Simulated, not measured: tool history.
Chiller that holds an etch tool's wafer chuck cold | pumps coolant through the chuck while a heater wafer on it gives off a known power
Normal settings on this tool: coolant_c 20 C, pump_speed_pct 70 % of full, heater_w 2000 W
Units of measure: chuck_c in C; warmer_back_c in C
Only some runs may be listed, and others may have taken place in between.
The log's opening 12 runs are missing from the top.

run,hour,coolant_c,pump_speed_pct,heater_w,hours since the coolant was changed and the channels were flushed,hours since the pump was overhauled,hours since the chiller's thermometer was calibrated,chuck_c,warmer_back_c
13,782.7,20,70,2000,2211,2550,384,41.2,8.25
14,862.2,20,70,2000,2291,2629,463,41.2,8.25
15,906.1,20,70,2000,2335,2673,507,41.1,8.24
16,960.3,20,70,2000,2389,2727,561,41.5,8.30
17,1034.5,20,70,2000,2463,2802,636,41.5,8.36
18,1075.3,21,70,2000,2504,2842,677,42.6,8.34
19,1150.9,21,70,2000,2579,2918,752,42.6,8.35
20,1191.2,21,70,2000,2620,2958,792,42.6,8.42
21,1229.4,11,66,2029,2658,2996,831,34.1,9.04
22,1304.8,20,66,1670,2733,3072,906,39.0,7.39
23,1365.6,29,73,1682,2794,3133,967,46.6,6.73
24,1405.1,17,78,1682,2834,3172,1006,33.6,6.26
25,1466.2,17,78,1682,2895,3233,1067,33.6,6.29
26,1516.0,20,83,1453,2944,3283,1117,33.6,5.14
27,1552.3,29,80,1055,2981,3319,1153,39.3,3.91
28,1587.7,17,79,2392,3016,3355,1189,40.4,8.77
29,1652.9,21,66,2000,3081,3420,1254,44.4,8.93
30,1723.8,14,100,2000,3152,3491,1325,30.0,5.87
31,1781.0,24,62,1244,3210,3548,1382,39.6,5.95
32,1836.1,18,81,1244,3265,3603,1437,30.1,4.54
33,1916.5,11,81,1244,3345,3683,1518,23.1,4.49

Forecast each of these 3 alternatives for the next run:
A,1986.4,21,81,2054,3415,3753,1588,?,?
B,1986.4,20,74,1935,3415,3753,1588,?,?
C,1986.4,29,87,2335,3415,3753,1588,?,?

run,chuck_c,warmer_back_c
A,41.1,7.46
B,40.7,7.74
C,50.6,7.88
Without the tool's unlogged condition, the same runs would have read:
run,chuck_c,warmer_back_c
A,38.2,6.94
B,37.7,7.19
C,47.5,7.32
